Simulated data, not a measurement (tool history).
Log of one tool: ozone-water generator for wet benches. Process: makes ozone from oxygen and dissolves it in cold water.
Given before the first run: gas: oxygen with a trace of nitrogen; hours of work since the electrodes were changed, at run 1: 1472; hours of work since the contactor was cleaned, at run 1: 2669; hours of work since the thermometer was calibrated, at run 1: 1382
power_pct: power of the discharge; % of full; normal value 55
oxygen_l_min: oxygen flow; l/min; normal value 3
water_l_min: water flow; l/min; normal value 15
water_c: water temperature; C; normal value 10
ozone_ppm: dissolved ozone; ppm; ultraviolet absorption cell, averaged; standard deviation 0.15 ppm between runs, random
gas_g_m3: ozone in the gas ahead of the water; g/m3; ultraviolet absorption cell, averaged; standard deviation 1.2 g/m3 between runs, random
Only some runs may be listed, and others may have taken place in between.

run,hour,power_pct,oxygen_l_min,water_l_min,water_c,hours of work since the electrodes were changed,hours of work since the contactor was cleaned,hours of work since the thermometer was calibrated,ozone_ppm,gas_g_m3
1,0,55,3,15,10,1472,2669,1382,17.2,222
2,89.4,55,3,15,10,1545,2742,1455,17.4,221.2
3,133.4,55,3,15,10,1581,2778,1491,17.7,224.5
4,196.5,55,3,15,10,1632,2830,1543,17.6,221.2
5,233.5,55,3,15,10,1663,2860,1573,17.4,225.4
6,312.8,77,3,15,10,1728,2925,1638,21.2,269.3
7,370.4,77,3,15,10,1775,2972,1685,21.5,267.9
8,408.2,41,3,15,10,1806,3003,1716,14.9,187.7
9,447.2,41,3,15,9,1838,3035,1748,14.9,186.3
10,515.9,55,2.04,15,10,1894,3091,1804,15.2,260.2
11,577.6,55,2.04,15,10,1944,3142,1855,15.4,258.1
12,627.1,55,2.04,15,10,1985,3182,1895,15.5,259.3
13,712.1,55,2.04,15,10,2055,3252,1965,15.7,257.3
14,792.2,55,2.04,15,10,2120,3318,2030,15.6,257.5
15,854.4,55,3,15,9,2171,3368,2081,17.7,220.6
16,895.3,55,3,15,9,2205,3402,2115,17.3,221.5
17,953.3,55,3,15,9,2252,3449,2162,17.8,220.9
18,1034.4,44,3,15,10,2318,3516,2229,15.3,196.1
19,1119.1,44,3,15,10,2388,3585,2298,15.5,195
20,1159.9,55,3,19,10,2421,3619,2332,13.6,222.7
21,1236.8,55,3,19,10,2484,3681,2394,13.4,221.9
22,1282.3,46,3,15,15,2521,3719,2432,14.9,197.5
23,1348,64,3.44,17,11,2575,3773,2486,17.5,229.1
24,1414.5,64,1.58,17,11,2630,3827,2540,13.1,307.8
25,1493.3,55,3,13,6,2694,3891,2604,21.3,220.9
26,1581.5,86,3,13,6,2766,3964,2677,27.3,285.6
27,1623.8,86,3,13,6,2801,3998,2711,27.6,284.4
28,1686.4,52,3,19,10,2852,4050,2763,13.2,215.1
29,1774.1,52,3,19,10,2924,4121,2834,13.1,213.6
30,1823.7,52,1.83,19,12,2965,4162,2875,10.6,260.3
31,1874.2,52,1.83,19,12,3006,4203,2916,10.5,260.6
32,1914.8,49,2.61,14,11,3039,4237,2949,16.8,220.2
33,1989,49,4,18,11,3100,4297,3010,14.4,183.9
# hour 2048.9: contactor cleaned
34,2065.3,55,2.79,11,8,3159,13,3069,23.6,227.4

Describe how what the log doesn't record of the tool's condition differs between the last listed run preceding each entry between runs and the first listed run following it.
Logged between run 33 and run 34: contactor cleaned (hour 2048.9)
  contactor's efficiency, % of a clean one's: 99.8 -> 100
